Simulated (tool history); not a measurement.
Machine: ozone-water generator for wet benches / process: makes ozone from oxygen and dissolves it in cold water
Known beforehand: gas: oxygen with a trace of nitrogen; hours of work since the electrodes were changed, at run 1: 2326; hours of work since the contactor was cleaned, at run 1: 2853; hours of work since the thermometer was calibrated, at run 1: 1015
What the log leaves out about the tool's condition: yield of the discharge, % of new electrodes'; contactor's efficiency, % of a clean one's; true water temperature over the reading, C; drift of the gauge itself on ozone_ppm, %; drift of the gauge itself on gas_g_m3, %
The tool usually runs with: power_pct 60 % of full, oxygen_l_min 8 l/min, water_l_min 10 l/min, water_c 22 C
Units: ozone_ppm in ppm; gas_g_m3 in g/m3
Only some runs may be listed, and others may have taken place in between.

run	hour	power_pct	oxygen_l_min	water_l_min	water_c	hours of work since the electrodes were changed	hours of work since the contactor was cleaned	hours of work since the thermometer was calibrated	ozone_ppm	gas_g_m3
1	0	60	8	10	22	2326	2853	1015	32.7	226.2
2	111.5	60	8	10	22	2424	2950	1112	32.8	224.7
3	231.4	60	8	10	28	2529	3056	1218	28.2	224.2
4	317.8	60	8	10	28	2605	3131	1293	28.3	223.6
5	395.7	60	8	12	22	2673	3200	1362	28.6	226.3
6	499.4	60	5.74	10	22	2764	3291	1453	34.3	263.8
7	617.5	60	8	10	22	2867	3394	1556	32.3	223.7
8	677.5	60	8	10	22	2920	3447	1609	32.5	223.9
9	810.9	60	8	10	22	3037	3564	1726	32	225.3
10	925.4	60	7.86	10	22	3137	3664	1826	32.2	226.2
11	1025.7	60	8	10	22	3225	3752	1914	31.7	222.8
12	1164.1	60	8	10	22	3347	3874	2035	31.6	222.1
# hour 1242.2: contactor cleaned
13	1260.9	60	8	10	18	3428	16	2117	36.8	221.8
14	1359.7	60	8	10	22	3515	103	2203	33.2	220.6
15	1505.3	60	8	10	22	3642	231	2331	33.4	220.8
16	1582.4	60	8	10	22	3710	298	2399	33.1	222.4
17	1678.2	60	8	10	22	3794	382	2483	32.8	219.8
18	1793.7	45	8	6	22	3895	484	2584	35.5	181.5
19	1893.4	88	5.46	9	28	3983	571	2671	42.8	344.6
20	1997	91	13.4	9	15	4073	662	2762	48	225.4
21	2118.7	60	5.89	10	22	4180	769	2869	34.9	255.3
22	2182.5	46	14.27	11	16	4236	824	2925	25.7	138.2
23	2324.3	46	14.27	11	16	4360	949	3049	25.4	136.3
24	2458.4	46	4.69	13	16	4478	1066	3167	26.8	238
# hour 2487.1: water thermometer calibrated
25	2554.3	93	4.53	7	19	4562	1150	59	65	384.6
26	2631.1	93	4.53	7	19	4629	1217	126	64.6	387.4
27	2763.6	93	5.61	7	19	4745	1334	242	62.1	343.6
28	2836	93	5.21	7	19	4809	1397	306	62.7	359
29	2901.4	76	8	10	22	4866	1454	363	38	253.2
30	2965.5	60	13.26	10	22	4922	1511	419	28.1	169.9
31	3103.5	80	9.62	10	19	5043	1632	541	39.4	238.8
32	3244.3	80	9.62	10	19	5167	1755	664	39.9	238.3
33	3327.1	98	12.52	12	27	5239	1828	737	30.7	239.4

Same runs, no hidden state in the tool, same run-to-run variation:
run	ozone_ppm	gas_g_m3
1	35.1	233.3
2	35.3	232.1
3	30.4	232
4	30.6	231.7
5	31.1	234.7
6	37.3	274.1
7	35.2	232.7
8	35.4	233.2
9	35	235
10	35.4	236.3
11	35	233.2
12	34.9	232.8
13	38.8	232.8
14	35.1	231.8
15	35.5	232.5
16	35.1	234.5
17	35	232.1
18	37.4	189.5
19	46.6	371.2
20	52.5	243.7
21	37.5	271.2
22	27.5	145.1
23	27.1	143.4
24	28.8	250.7
25	71.8	420.7
26	71.5	424.4
27	69	377.4
28	69.8	394.8
29	42.1	275.8
30	30.7	182.7
31	44	261.7
32	44.8	261.9
33	35	266.7
